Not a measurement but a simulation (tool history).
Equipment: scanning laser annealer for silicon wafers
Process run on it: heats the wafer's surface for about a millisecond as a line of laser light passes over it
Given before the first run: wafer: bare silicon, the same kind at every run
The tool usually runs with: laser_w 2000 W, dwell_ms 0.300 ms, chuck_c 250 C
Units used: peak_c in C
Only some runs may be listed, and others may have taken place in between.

| run | hour | laser_w | dwell_ms | chuck_c | peak_c |
|---|---|---|---|---|---|
| 1 | 0.0 | 2000 | 0.300 | 250 | 1060 |
| 2 | 31.5 | 2000 | 0.300 | 250 | 1056 |
| 3 | 55.3 | 2000 | 0.300 | 250 | 1058 |
| 4 | 85.5 | 2000 | 0.300 | 250 | 1057 |
| 5 | 117.8 | 2000 | 0.225 | 250 | 933 |
| 6 | 139.4 | 2000 | 0.300 | 250 | 1056 |
| 7 | 175.0 | 2000 | 0.300 | 250 | 1054 |
| 8 | 206.4 | 2000 | 0.300 | 250 | 1056 |
| 9 | 226.5 | 1886 | 0.300 | 250 | 1009 |
| 10 | 263.9 | 1886 | 0.300 | 250 | 1007 |
|  | 267.8 | window over the wafer cleaned |
| 11 | 297.2 | 1886 | 0.300 | 250 | 994 |
| 12 | 331.6 | 2000 | 0.300 | 250 | 1038 |
| 13 | 365.7 | 2000 | 0.300 | 250 | 1034 |
|  | 391.6 | window over the wafer cleaned, once more |
| 14 | 402.0 | 1803 | 0.223 | 250 | 874 |
| 15 | 431.8 | 2000 | 0.230 | 210 | 916 |
| 16 | 457.2 | 2000 | 0.230 | 210 | 915 |
|  | 482.7 | optics aligned, line set to its width |
| 17 | 482.7 | 1915 | 0.360 | 279 | 1151 |
| 18 | 522.7 | 1944 | 0.277 | 250 | 1012 |
| 19 | 540.9 | 1944 | 0.277 | 250 | 1011 |
| 20 | 577.2 | 1944 | 0.277 | 250 | 1011 |
| 21 | 603.2 | 1944 | 0.277 | 283 | 1043 |
| 22 | 643.2 | 1944 | 0.277 | 283 | 1045 |
| 23 | 677.3 | 1897 | 0.277 | 279 | 1020 |
| 24 | 719.1 | 1897 | 0.277 | 279 | 1022 |
| 25 | 744.6 | 1897 | 0.277 | 279 | 1021 |
| 26 | 783.9 | 2079 | 0.243 | 215 | 967 |

Predict each of these 4 candidate next runs independently; none follows another, all start after run 26:
| A | 805.4 | 2079 | 0.355 | 215 | ? |
| B | 805.4 | 2000 | 0.344 | 250 | ? |
| C | 805.4 | 2152 | 0.268 | 266 | ? |
| D | 805.4 | 2000 | 0.300 | 250 | ? |

| run | peak_c |
|---|---|
| A | 1146 |
| B | 1129 |
| C | 1089 |
| D | 1065 |
Take away the tool's hidden state, keep each run's random variation, and the runs would have read:
| run | peak_c |
|---|---|
| A | 1164 |
| B | 1146 |
| C | 1105 |
| D | 1080 |

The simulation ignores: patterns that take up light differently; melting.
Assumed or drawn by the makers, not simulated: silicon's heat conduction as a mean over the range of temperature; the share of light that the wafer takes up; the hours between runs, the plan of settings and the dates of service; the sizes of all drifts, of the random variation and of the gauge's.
